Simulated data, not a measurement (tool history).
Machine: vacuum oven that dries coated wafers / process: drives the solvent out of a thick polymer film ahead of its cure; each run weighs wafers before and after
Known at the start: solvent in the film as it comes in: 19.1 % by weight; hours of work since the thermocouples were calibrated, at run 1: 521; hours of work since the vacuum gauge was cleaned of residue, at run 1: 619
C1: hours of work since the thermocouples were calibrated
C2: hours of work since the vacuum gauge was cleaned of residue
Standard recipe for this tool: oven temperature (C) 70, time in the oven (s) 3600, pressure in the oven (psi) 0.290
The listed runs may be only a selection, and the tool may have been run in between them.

{"run": 1, "hour": 0.0, "oven temperature (C)": 70, "time in the oven (s)": 3600, "pressure in the oven (psi)": 0.29, "C1": 521, "C2": 619, "solvent left in the film (%)": 1.79}
{"run": 2, "hour": 18.5, "oven temperature (C)": 74, "time in the oven (s)": 3600, "pressure in the oven (psi)": 0.29, "C1": 533, "C2": 631, "solvent left in the film (%)": 1.24}
{"run": 3, "hour": 40.5, "oven temperature (C)": 74, "time in the oven (s)": 3600, "pressure in the oven (psi)": 0.29, "C1": 548, "C2": 646, "solvent left in the film (%)": 1.25}
{"run": 4, "hour": 69.4, "oven temperature (C)": 58, "time in the oven (s)": 3600, "pressure in the oven (psi)": 0.29, "C1": 567, "C2": 666, "solvent left in the film (%)": 5.05}
{"run": 5, "hour": 85.0, "oven temperature (C)": 62, "time in the oven (s)": 3600, "pressure in the oven (psi)": 0.29, "C1": 578, "C2": 676, "solvent left in the film (%)": 3.7}
{"run": 6, "hour": 109.8, "oven temperature (C)": 62, "time in the oven (s)": 3060, "pressure in the oven (psi)": 0.29, "C1": 595, "C2": 693, "solvent left in the film (%)": 4.36}
{"run": 7, "hour": 136.6, "oven temperature (C)": 69, "time in the oven (s)": 3060, "pressure in the oven (psi)": 0.29, "C1": 613, "C2": 711, "solvent left in the film (%)": 2.36}
{"run": 8, "hour": 160.8, "oven temperature (C)": 69, "time in the oven (s)": 3060, "pressure in the oven (psi)": 0.29, "C1": 629, "C2": 727, "solvent left in the film (%)": 2.35}
{"run": 9, "hour": 174.7, "oven temperature (C)": 69, "time in the oven (s)": 2880, "pressure in the oven (psi)": 0.29, "C1": 638, "C2": 736, "solvent left in the film (%)": 2.52}
{"run": 10, "hour": 189.2, "oven temperature (C)": 70, "time in the oven (s)": 4020, "pressure in the oven (psi)": 0.29, "C1": 648, "C2": 746, "solvent left in the film (%)": 1.57}
{"run": 11, "hour": 209.8, "oven temperature (C)": 61, "time in the oven (s)": 3720, "pressure in the oven (psi)": 0.199, "C1": 662, "C2": 760, "solvent left in the film (%)": 3.39}
{"run": 12, "hour": 238.7, "oven temperature (C)": 76, "time in the oven (s)": 5220, "pressure in the oven (psi)": 0.27, "C1": 681, "C2": 780, "solvent left in the film (%)": 0.86}
{"run": 13, "hour": 255.8, "oven temperature (C)": 76, "time in the oven (s)": 5220, "pressure in the oven (psi)": 0.27, "C1": 693, "C2": 791, "solvent left in the film (%)": 0.88}
{"run": 14, "hour": 268.9, "oven temperature (C)": 70, "time in the oven (s)": 3120, "pressure in the oven (psi)": 0.29, "C1": 702, "C2": 800, "solvent left in the film (%)": 2.09}
{"run": 15, "hour": 286.5, "oven temperature (C)": 70, "time in the oven (s)": 2400, "pressure in the oven (psi)": 0.29, "C1": 714, "C2": 812, "solvent left in the film (%)": 2.88}
{"run": 16, "hour": 314.4, "oven temperature (C)": 70, "time in the oven (s)": 2400, "pressure in the oven (psi)": 0.29, "C1": 732, "C2": 830, "solvent left in the film (%)": 2.87}
{"run": 17, "hour": 342.2, "oven temperature (C)": 70, "time in the oven (s)": 3780, "pressure in the oven (psi)": 1.139, "C1": 751, "C2": 849, "solvent left in the film (%)": 4.78}
{"run": 18, "hour": 365.0, "oven temperature (C)": 70, "time in the oven (s)": 4020, "pressure in the oven (psi)": 0.806, "C1": 766, "C2": 865, "solvent left in the film (%)": 3.46}
{"run": 19, "hour": 380.3, "oven temperature (C)": 70, "time in the oven (s)": 4020, "pressure in the oven (psi)": 0.806, "C1": 777, "C2": 875, "solvent left in the film (%)": 3.46}
{"run": 20, "hour": 400.3, "oven temperature (C)": 70, "time in the oven (s)": 4020, "pressure in the oven (psi)": 0.806, "C1": 790, "C2": 888, "solvent left in the film (%)": 3.46}

Pick out some run-to-run changes in solvent left in the film (%). Of each, how much would a tool without hidden state show as well, from the settings, what came in and chance, and how much is left for the hidden state and any gauge scatter not in both results compared?
Hidden state present: true wafer temperature over the reading, C; true pressure over the reading, kPa; drift of the gauge itself on solvent_pct, %.
Run 3 -> 4: oven temperature (C) 74 -> 58. solvent left in the film (%) +3.80: hidden state -0.16, all else +3.96.
Run 11 -> 12: oven temperature (C) 61 -> 76, time in the oven (s) 3720 -> 5220, pressure in the oven (psi) 0.199 -> 0.270. solvent left in the film (%) -2.53: hidden state +0.18, all else -2.71.

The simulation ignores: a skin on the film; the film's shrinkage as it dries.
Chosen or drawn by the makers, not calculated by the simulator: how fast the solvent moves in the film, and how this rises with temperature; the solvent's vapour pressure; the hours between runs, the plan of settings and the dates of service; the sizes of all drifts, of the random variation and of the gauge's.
